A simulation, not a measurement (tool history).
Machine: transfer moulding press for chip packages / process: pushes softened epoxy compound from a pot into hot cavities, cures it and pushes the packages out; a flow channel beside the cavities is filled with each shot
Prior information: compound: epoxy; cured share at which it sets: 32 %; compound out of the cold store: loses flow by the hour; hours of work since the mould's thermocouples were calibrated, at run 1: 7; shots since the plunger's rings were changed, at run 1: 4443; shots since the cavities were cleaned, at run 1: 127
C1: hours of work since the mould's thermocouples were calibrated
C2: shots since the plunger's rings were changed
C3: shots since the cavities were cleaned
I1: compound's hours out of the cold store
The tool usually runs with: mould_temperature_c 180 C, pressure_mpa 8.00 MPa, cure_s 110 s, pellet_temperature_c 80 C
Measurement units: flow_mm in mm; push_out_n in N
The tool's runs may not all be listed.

Run 1, hour 0.0: usual settings; C1 7; C2 4443; C3 127; I1 40.9. Result: flow_mm 847 mm, push_out_n 282 N.
Run 2, hour 31.4: usual settings; C1 23; C2 4732; C3 416; I1 40.1. Result: flow_mm 837 mm, push_out_n 363 N.
Run 3, hour 50.7: usual settings; C1 33; C2 4911; C3 595; I1 30.6. Result: flow_mm 850 mm, push_out_n 398 N.
Run 4, hour 65.6: usual settings; C1 40; C2 5048; C3 732; I1 21.0. Result: flow_mm 885 mm, push_out_n 405 N.
Run 5, hour 81.2: usual settings but pellet_temperature_c 72 C; C1 48; C2 5192; C3 876; I1 25.4. Result: flow_mm 893 mm, push_out_n 404 N.
At hour 98.6: cavities cleaned with cleaning compound and waxed.
Run 6, hour 114.5: usual settings but pellet_temperature_c 72 C; C1 64; C2 5485; C3 147; I1 26.4. Result: flow_mm 871 mm, push_out_n 317 N.
Run 7, hour 131.3: usual settings but pellet_temperature_c 72 C; C1 73; C2 5640; C3 302; I1 19.1. Result: flow_mm 880 mm, push_out_n 356 N.
Run 8, hour 159.7: usual settings but pellet_temperature_c 76 C; C1 87; C2 5902; C3 564; I1 22.9. Result: flow_mm 871 mm, push_out_n 394 N.
Run 9, hour 175.6: usual settings but pellet_temperature_c 76 C; C1 95; C2 6049; C3 711; I1 27.8. Result: flow_mm 848 mm, push_out_n 404 N.
At hour 190.5: plunger's sealing rings changed.
Run 10, hour 202.9: usual settings but pellet_temperature_c 76 C; C1 108; C2 114; C3 939; I1 37.1. Result: flow_mm 954 mm, push_out_n 396 N.
At hour 212.7: cavities cleaned with cleaning compound and waxed.
Run 11, hour 222.8: usual settings but pellet_temperature_c 76 C; C1 117; C2 284; C3 93; I1 35.6. Result: flow_mm 942 mm, push_out_n 283 N.
Run 12, hour 237.7: usual settings but pressure_mpa 6.56 MPa; C1 125; C2 422; C3 231; I1 37.3. Result: flow_mm 845 mm, push_out_n 339 N.
Run 13, hour 269.3: usual settings but mould_temperature_c 184 C; C1 141; C2 713; C3 522; I1 12.1. Result: flow_mm 990 mm, push_out_n 333 N.
Run 14, hour 297.3: usual settings but mould_temperature_c 184 C; C1 155; C2 971; C3 780; I1 28.5. Result: flow_mm 928 mm, push_out_n 360 N.
Run 15, hour 315.9: usual settings but pressure_mpa 8.16 MPa, pellet_temperature_c 75 C; C1 164; C2 1143; C3 952; I1 40.6. Result: flow_mm 925 mm, push_out_n 403 N.
At hour 324.9: cavities cleaned with cleaning compound and waxed.
Run 16, hour 337.3: usual settings but pressure_mpa 8.16 MPa, pellet_temperature_c 75 C; C1 174; C2 1327; C3 115; I1 26.8. Result: flow_mm 963 mm, push_out_n 301 N.
Run 17, hour 362.2: usual settings but pressure_mpa 8.16 MPa, pellet_temperature_c 75 C; C1 187; C2 1556; C3 344; I1 21.3. Result: flow_mm 967 mm, push_out_n 367 N.
Run 18, hour 387.3: usual settings but mould_temperature_c 173 C, cure_s 113 s; C1 200; C2 1788; C3 576; I1 8.4. Result: flow_mm 1037 mm, push_out_n 579 N.
Run 19, hour 403.9: usual settings but mould_temperature_c 186 C, cure_s 131 s, pellet_temperature_c 89 C; C1 208; C2 1941; C3 729; I1 11.6. Result: flow_mm 951 mm, push_out_n 338 N.
Run 20, hour 434.9: usual settings but mould_temperature_c 175 C, pressure_mpa 9.83 MPa, cure_s 131 s, pellet_temperature_c 89 C; C1 224; C2 2226; C3 1014; I1 14.1. Result: flow_mm 1104 mm, push_out_n 430 N.
At hour 438.4: cavities cleaned with cleaning compound and waxed.
Run 21, hour 464.0: usual settings but mould_temperature_c 175 C, pressure_mpa 9.83 MPa, cure_s 131 s, pellet_temperature_c 89 C; C1 238; C2 2481; C3 236; I1 20.2. Result: flow_mm 1080 mm, push_out_n 348 N.
Run 22, hour 489.3: usual settings but mould_temperature_c 185 C; C1 251; C2 2715; C3 470; I1 14.0. Result: flow_mm 939 mm, push_out_n 327 N.
Run 23, hour 509.2: usual settings but mould_temperature_c 185 C, pressure_mpa 9.29 MPa; C1 261; C2 2898; C3 653; I1 47.6. Result: flow_mm 890 mm, push_out_n 341 N.
Run 24, hour 536.2: usual settings but mould_temperature_c 185 C, pressure_mpa 9.29 MPa; C1 275; C2 3147; C3 902; I1 23.8. Result: flow_mm 979 mm, push_out_n 369 N.
At hour 551.2: cavities cleaned with cleaning compound and waxed.
Run 25, hour 560.3: usual settings but mould_temperature_c 187 C, pressure_mpa 6.71 MPa; C1 286; C2 3356; C3 84; I1 12.9. Result: flow_mm 832 mm, push_out_n 247 N.
Run 26, hour 580.6: usual settings but mould_temperature_c 187 C, pressure_mpa 6.71 MPa, cure_s 104 s; C1 296; C2 3543; C3 271; I1 37.7. Result: flow_mm 771 mm, push_out_n 292 N.
Run 27, hour 608.0: usual settings but mould_temperature_c 187 C, pressure_mpa 6.71 MPa, cure_s 104 s; C1 310; C2 3795; C3 523; I1 42.8. Result: flow_mm 762 mm, push_out_n 345 N.
Run 28, hour 621.1: usual settings but mould_temperature_c 177 C, pressure_mpa 9.12 MPa, cure_s 104 s; C1 317; C2 3917; C3 645; I1 17.7. Result: flow_mm 998 mm, push_out_n 521 N.

5 options for the next run, each taken on its own from the tool as it stands now. Forecast them:
Run A, hour 636.9: usual settings but mould_temperature_c 187 C, pressure_mpa 7.04 MPa, cure_s 104 s, pellet_temperature_c 81 C; C1 325; C2 4062; C3 790; I1 12.5. Result: flow_mm ?, push_out_n ?.
Run B, hour 636.9: usual settings but mould_temperature_c 182 C, pressure_mpa 6.95 MPa; C1 325; C2 4062; C3 790; I1 13.5. Result: flow_mm ?, push_out_n ?.
Run C, hour 636.9: usual settings but mould_temperature_c 172 C, pressure_mpa 6.16 MPa; C1 325; C2 4062; C3 790; I1 37.7. Result: flow_mm ?, push_out_n ?.
Run D, hour 636.9: usual settings but mould_temperature_c 177 C, pressure_mpa 8.80 MPa, cure_s 104 s; C1 325; C2 4062; C3 790; I1 13.3. Result: flow_mm ?, push_out_n ?.
Run E, hour 636.9: usual settings but mould_temperature_c 185 C; C1 325; C2 4062; C3 790; I1 30.3. Result: flow_mm ?, push_out_n ?.

run  flow_mm  push_out_n
  A      838         358
  B      872         381
  C      798         661
  D     1003         536
  E      865         356
What these runs would have given with no unlogged condition in the tool:
run  flow_mm  push_out_n
  A      906         224
  B      943         233
  C      862         402
  D     1083         325
  E      934         222
